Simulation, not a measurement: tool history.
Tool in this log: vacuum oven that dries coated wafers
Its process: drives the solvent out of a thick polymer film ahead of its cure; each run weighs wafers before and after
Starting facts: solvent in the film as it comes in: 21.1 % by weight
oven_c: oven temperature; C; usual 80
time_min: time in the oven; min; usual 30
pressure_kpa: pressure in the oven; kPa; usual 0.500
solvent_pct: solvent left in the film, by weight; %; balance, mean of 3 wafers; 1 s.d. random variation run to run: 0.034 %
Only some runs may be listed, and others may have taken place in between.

| run | hour | oven_c | time_min | pressure_kpa | solvent_pct |
|---|---|---|---|---|---|
| 1 | 0.0 | 80 | 30 | 0.500 | 0.88 |
| 2 | 33.3 | 91 | 30 | 0.500 | 0.31 |
| 3 | 50.5 | 91 | 30 | 0.500 | 0.34 |
| 4 | 75.5 | 91 | 30 | 0.500 | 0.37 |
| 5 | 104.4 | 80 | 27 | 0.500 | 0.93 |
|  | 121.0 | oven's thermocouples calibrated |
| 6 | 128.7 | 80 | 40 | 0.500 | 0.59 |
| 7 | 142.6 | 80 | 16 | 0.906 | 3.37 |
| 8 | 170.5 | 80 | 16 | 0.906 | 3.38 |
| 9 | 190.2 | 72 | 18 | 0.293 | 4.20 |
| 10 | 210.9 | 86 | 18 | 0.415 | 1.49 |
| 11 | 240.8 | 80 | 24 | 0.500 | 1.50 |
| 12 | 270.0 | 93 | 24 | 0.265 | 0.40 |

Each row is a separate what-if for the run after 12, all from the same tool condition, not one after another. Results?
| A | 284.4 | 80 | 30 | 0.313 | ? |
| B | 284.4 | 68 | 16 | 0.980 | ? |
| C | 284.4 | 86 | 24 | 0.265 | ? |

| run | solvent_pct |
|---|---|
| A | 0.87 |
| B | 6.60 |
| C | 0.76 |
Without the tool's unlogged condition, the same runs would have read:
| run | solvent_pct |
|---|---|
| A | 0.79 |
| B | 6.51 |
| C | 0.71 |
